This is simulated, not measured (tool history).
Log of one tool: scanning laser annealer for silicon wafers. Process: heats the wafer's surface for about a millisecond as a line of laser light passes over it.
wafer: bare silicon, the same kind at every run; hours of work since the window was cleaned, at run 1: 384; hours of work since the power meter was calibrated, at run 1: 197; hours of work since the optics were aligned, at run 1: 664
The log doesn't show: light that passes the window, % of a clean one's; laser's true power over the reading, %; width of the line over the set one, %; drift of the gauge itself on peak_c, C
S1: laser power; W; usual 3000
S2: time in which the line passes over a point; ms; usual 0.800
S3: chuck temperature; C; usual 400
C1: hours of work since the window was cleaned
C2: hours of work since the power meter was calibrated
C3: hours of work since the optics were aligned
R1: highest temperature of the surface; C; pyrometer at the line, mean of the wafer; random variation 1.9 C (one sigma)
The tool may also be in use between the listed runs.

run	hour	S1	S2	S3	C1	C2	C3	R1
1	0.0	3000	0.800	400	384	197	664	1170
2	8.7	2609	0.800	400	389	203	670	1053
# hour 21.7: window over the wafer cleaned
3	24.2	2609	0.800	400	2	211	679	1095
4	34.1	3000	0.800	400	8	218	685	1215
5	46.4	3000	0.800	400	16	226	693	1215
6	54.2	3000	0.800	400	21	231	698	1210
7	64.1	3000	0.800	400	28	237	705	1212
8	77.8	3000	0.800	400	37	246	713	1213
9	88.5	3000	0.800	400	43	253	720	1212
10	102.2	3000	0.800	400	52	262	729	1208
11	117.3	3000	0.800	404	62	272	739	1213
# hour 123.9: optics aligned, line set to its width
12	133.5	3000	0.800	404	69	279	6	1205
13	149.1	3128	0.800	400	80	289	16	1238
14	167.0	3095	0.800	423	91	301	28	1251
15	182.0	3000	0.703	376	101	311	38	1116
16	193.2	2747	0.869	383	108	318	45	1139
17	203.6	2747	0.869	383	115	325	52	1136
18	219.7	3248	0.746	383	126	335	62	1220
# hour 234.6: optics aligned, line set to its width, once more
19	236.6	2988	0.591	400	133	343	1	1066
20	246.9	3111	0.814	404	140	350	8	1251
21	261.9	2648	0.572	404	150	359	18	972
22	275.6	2648	0.594	365	159	368	27	947
23	282.9	3000	0.869	386	163	373	31	1226
24	295.3	2552	0.965	413	171	381	39	1155
25	308.4	2552	0.776	413	180	390	48	1064

5 ways to go on from here, each from the tool as it stands after run 25. What would each give?
A	315.9	3022	0.618	413	185	395	53	?
B	315.9	3226	0.776	393	185	395	53	?
C	315.9	3024	0.818	380	185	395	53	?
D	315.9	3112	0.800	400	185	395	53	?
E	315.9	3000	0.800	427	185	395	53	?

run	R1
A	1109
B	1246
C	1196
D	1230
E	1223
Without the tool's hidden state the same runs would have given:
run	R1
A	1129
B	1271
C	1220
D	1255
E	1247
